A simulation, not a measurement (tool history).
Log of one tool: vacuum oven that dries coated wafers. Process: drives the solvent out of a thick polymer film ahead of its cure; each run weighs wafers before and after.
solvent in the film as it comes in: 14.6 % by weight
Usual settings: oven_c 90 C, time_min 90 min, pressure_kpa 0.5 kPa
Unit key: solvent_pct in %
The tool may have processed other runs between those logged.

| run | hour | oven_c | time_min | pressure_kpa | solvent_pct |
|---|---|---|---|---|---|
| 1 | 0 | 90 | 90 | 0.5 | 3.19 |
|  | 9.1 | oven's thermocouples calibrated |
| 2 | 75.8 | 90 | 90 | 0.465 | 3.17 |
| 3 | 148.1 | 90 | 90 | 0.27 | 2.9 |
| 4 | 210.5 | 90 | 90 | 0.27 | 3.01 |
| 5 | 264.4 | 90 | 90 | 0.5 | 3.17 |
| 6 | 303.8 | 90 | 90 | 0.5 | 3.17 |
| 7 | 356.1 | 90 | 120 | 0.5 | 2.33 |
| 8 | 422.5 | 90 | 90 | 0.5 | 3.38 |
|  | 469.2 | oven's thermocouples calibrated, once more |
| 9 | 481.3 | 90 | 90 | 0.5 | 3.77 |
| 10 | 539.7 | 90 | 90 | 0.5 | 3.7 |
| 11 | 599.2 | 90 | 90 | 0.5 | 3.78 |
| 12 | 663.2 | 90 | 90 | 0.5 | 3.81 |
| 13 | 718.5 | 90 | 50 | 0.5 | 5.83 |
| 14 | 796.4 | 90 | 90 | 0.5 | 3.85 |
| 15 | 879.9 | 90 | 90 | 0.5 | 3.79 |
| 16 | 958.6 | 90 | 90 | 0.5 | 3.92 |
| 17 | 1013.6 | 104 | 90 | 0.5 | 1.45 |
| 18 | 1090.5 | 79 | 90 | 0.5 | 6.73 |
| 19 | 1133.6 | 79 | 90 | 0.5 | 6.79 |
| 20 | 1210.6 | 79 | 90 | 0.5 | 6.93 |
| 21 | 1245.2 | 79 | 90 | 0.5 | 6.75 |
| 22 | 1294.5 | 90 | 90 | 0.5 | 3.79 |
| 23 | 1343.8 | 90 | 123 | 0.5 | 2.99 |
| 24 | 1413.7 | 90 | 90 | 0.5 | 4.06 |
| 25 | 1492.4 | 100 | 48 | 1.569 | 4.45 |
| 26 | 1542.5 | 90 | 45 | 1.473 | 7.16 |
| 27 | 1609.1 | 82 | 140 | 0.993 | 5.28 |
| 28 | 1668.5 | 82 | 140 | 0.993 | 5.32 |
| 29 | 1735.4 | 101 | 91 | 0.285 | 1.78 |
| 30 | 1801.4 | 101 | 91 | 0.285 | 1.75 |
| 31 | 1846.3 | 78 | 150 | 0.285 | 5.17 |
| 32 | 1898.2 | 85 | 160 | 0.358 | 3.54 |
| 33 | 1933.4 | 90 | 57 | 0.5 | 5.56 |
| 34 | 1992.2 | 79 | 158 | 0.518 | 5.27 |
| 35 | 2065.1 | 76 | 145 | 0.291 | 5.87 |
| 36 | 2117.3 | 76 | 145 | 0.291 | 6.01 |
| 37 | 2174.3 | 76 | 145 | 0.291 | 5.85 |
| 38 | 2232.8 | 82 | 95 | 0.796 | 6.15 |
| 39 | 2315.9 | 82 | 95 | 0.796 | 6.35 |
| 40 | 2374.2 | 86 | 76 | 0.331 | 5.52 |
| 41 | 2415.6 | 105 | 100 | 1.187 | 2.02 |
|  | 2474.4 | vacuum gauge cleaned of residue and calibrated |
| 42 | 2499.8 | 102 | 90 | 0.492 | 0.74 |
| 43 | 2534 | 95 | 90 | 0.668 | 1.75 |
| 44 | 2612.8 | 95 | 50 | 0.755 | 3.81 |
| 45 | 2649.9 | 95 | 50 | 0.755 | 3.98 |
| 46 | 2722.2 | 87 | 78 | 0.28 | 3.52 |
| 47 | 2758.7 | 87 | 87 | 0.511 | 3.41 |

Forecast each of these 3 alternatives for the next run:
| A | 2833.2 | 82 | 87 | 0.823 | ? |
| B | 2833.2 | 101 | 92 | 1.064 | ? |
| C | 2833.2 | 87 | 124 | 0.511 | ? |

| run | solvent_pct |
|---|---|
| A | 5.08 |
| B | 1.27 |
| C | 2.17 |
Take away the tool's hidden state, keep each run's random variation, and the runs would have read:
| run | solvent_pct |
|---|---|
| A | 5.39 |
| B | 1.37 |
| C | 2.37 |

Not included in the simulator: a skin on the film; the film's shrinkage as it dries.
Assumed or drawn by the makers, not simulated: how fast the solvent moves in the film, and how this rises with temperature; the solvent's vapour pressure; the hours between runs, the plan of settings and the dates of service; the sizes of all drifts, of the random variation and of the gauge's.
